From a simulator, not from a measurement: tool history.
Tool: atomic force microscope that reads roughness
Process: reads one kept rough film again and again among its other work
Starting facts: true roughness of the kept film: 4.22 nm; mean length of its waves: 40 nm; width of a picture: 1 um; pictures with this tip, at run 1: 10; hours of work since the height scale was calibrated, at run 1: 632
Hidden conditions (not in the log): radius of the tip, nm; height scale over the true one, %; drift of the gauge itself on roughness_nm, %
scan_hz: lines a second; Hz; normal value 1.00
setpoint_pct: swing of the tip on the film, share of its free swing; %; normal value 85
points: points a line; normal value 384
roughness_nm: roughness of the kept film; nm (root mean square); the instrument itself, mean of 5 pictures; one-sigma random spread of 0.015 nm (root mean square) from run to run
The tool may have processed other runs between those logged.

run,hour,scan_hz,setpoint_pct,points,pictures with this tip,hours of work since the height scale was calibrated,roughness_nm
1,0.0,1.00,85,384,10,632,3.724
2,27.9,1.00,85,384,45,646,3.734
3,86.0,1.00,85,904,118,674,3.724
4,110.1,1.00,85,904,148,686,3.738
5,153.0,0.81,85,384,202,707,3.738
6,202.1,0.81,85,384,264,732,3.766
7,241.1,0.81,85,384,313,751,3.758
# hour 263.2: new tip fitted
8,280.6,1.00,85,384,22,770,3.714
9,327.8,1.00,58,384,81,794,3.882
10,380.3,1.00,85,384,147,819,3.713
11,412.7,1.00,85,384,188,836,3.732
12,466.5,1.00,85,384,256,862,3.713
13,515.2,0.50,85,384,317,886,3.786
# hour 533.3: new tip fitted
14,554.1,0.50,85,384,27,905,3.817
15,603.7,0.50,87,645,89,930,3.829
16,641.0,0.50,64,413,136,948,3.899
17,684.3,0.61,70,413,191,970,3.828
18,715.4,0.61,70,351,230,985,3.794
19,761.7,0.61,70,351,288,1008,3.846
20,794.9,3.17,89,298,330,1024,3.232
# hour 804.2: new tip fitted
# hour 825.0: height scale calibrated on a step standard
21,835.6,1.60,89,701,38,5,3.573
22,885.2,1.60,89,701,101,30,3.574
23,924.8,1.32,84,665,151,49,3.688

Alternative continuations, all from the tool just after run 23; predict every row:
A,967.2,0.84,84,665,204,70,?
B,967.2,0.64,58,384,204,70,?
C,967.2,1.32,84,300,204,70,?
D,967.2,1.32,82,665,204,70,?
E,967.2,1.32,85,665,204,70,?

run,roughness_nm
A,3.750
B,3.882
C,3.677
D,3.692
E,3.666
With the hidden condition removed and each run's random variation left untouched, the same runs would have given:
run,roughness_nm
A,3.758
B,3.890
C,3.685
D,3.700
E,3.674

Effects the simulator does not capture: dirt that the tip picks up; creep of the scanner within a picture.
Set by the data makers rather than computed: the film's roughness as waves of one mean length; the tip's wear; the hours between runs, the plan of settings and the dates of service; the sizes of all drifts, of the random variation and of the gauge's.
